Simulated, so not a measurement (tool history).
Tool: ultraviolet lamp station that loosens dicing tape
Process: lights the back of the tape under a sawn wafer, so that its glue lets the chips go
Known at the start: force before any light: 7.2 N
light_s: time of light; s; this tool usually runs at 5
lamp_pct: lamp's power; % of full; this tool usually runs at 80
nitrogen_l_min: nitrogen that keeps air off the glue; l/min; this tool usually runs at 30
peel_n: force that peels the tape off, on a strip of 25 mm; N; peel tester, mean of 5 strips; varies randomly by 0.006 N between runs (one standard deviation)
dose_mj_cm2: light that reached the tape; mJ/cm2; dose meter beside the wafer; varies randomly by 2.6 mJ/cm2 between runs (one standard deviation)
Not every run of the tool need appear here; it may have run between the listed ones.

run	hour	light_s	lamp_pct	nitrogen_l_min	peel_n	dose_mj_cm2
1	0	5	80	30	0.208	285
2	5.8	4	80	30	0.351	223
3	16.7	4	80	30	0.355	227
4	26.5	5	61	30	0.399	219
5	34.6	5	61	30	0.374	217
6	39.3	5	80	30	0.213	280
7	43.7	5	80	57	0.185	284
8	50	5	80	57	0.177	277
9	59.8	3	92	14	0.736	190
10	68.9	5	74	14	0.378	260
11	77.6	9	97	19	0.098	605
12	83.6	6	80	56	0.147	336
13	89.2	5	82	38	0.197	283
14	94.9	5	82	38	0.191	285

Measured result minus the same run's result without the hidden state. Both carry the same run-to-run variation, though not necessarily the same gauge scatter:
The tool's hidden condition here consists of: lamp's light, % of a new lamp's; light that the window lets through, % of a clean one's; drift of the gauge itself on peel_n, %; drift of the gauge itself on dose_mj_cm2, %.
run	peel_n	dose_mj_cm2
1	+0.047	-42
2	+0.095	-34
3	+0.1	-35
4	+0.114	-34
5	+0.114	-34
6	+0.052	-45
7	+0.037	-47
8	+0.038	-46
9	+0.213	-33
10	+0.116	-45
11	+0.002	-107
12	+0.02	-60
13	+0.048	-52
14	+0.048	-52

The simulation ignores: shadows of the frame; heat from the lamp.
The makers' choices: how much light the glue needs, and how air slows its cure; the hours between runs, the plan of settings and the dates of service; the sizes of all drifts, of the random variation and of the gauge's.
